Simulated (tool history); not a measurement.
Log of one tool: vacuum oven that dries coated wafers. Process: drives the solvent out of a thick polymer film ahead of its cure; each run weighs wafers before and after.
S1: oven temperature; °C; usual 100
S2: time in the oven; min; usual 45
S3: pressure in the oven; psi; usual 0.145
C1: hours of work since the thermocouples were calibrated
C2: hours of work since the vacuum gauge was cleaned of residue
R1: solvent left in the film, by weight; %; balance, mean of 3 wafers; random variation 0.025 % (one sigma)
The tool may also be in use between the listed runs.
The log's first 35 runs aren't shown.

run    hour   S1  S2     S3    C1    C2    R1
 36  3526.0   89  61  0.145  1128  1894  2.31
 37  3584.4  100  45  0.074  1152  1917  1.57
 38  3707.4   89  69  0.502  1202  1967  3.41
 39  3818.4   89  69  0.502  1247  2012  3.38
 40  3918.2  106  68  0.215  1287  2053  0.83
     4050.5  -- oven's thermocouples calibrated
 41  4050.5   89  22  0.084     0  2106  5.59
 42  4123.0  107  45  0.442    29  2135  1.91
 43  4254.4  107  45  0.442    83  2188  1.89
 44  4384.9   88  45  0.442   136  2241  4.63
 45  4517.1  112  53  0.145   189  2295  0.67
 46  4647.3  112  53  0.145   242  2347  0.69
 47  4752.9  109  24  0.135   285  2390  2.61

Forecast each of these 3 alternatives for the next run:
  A  4815.4  103  59  0.160  310  2416   ?
  B  4815.4  111  24  0.135  310  2416   ?
  C  4815.4  100  47  0.145  310  2416   ?

run    R1
  A  1.08
  B  2.40
  C  1.86
Without the tool's hidden state the same runs would have given:
run    R1
  A  0.89
  B  2.28
  C  1.67
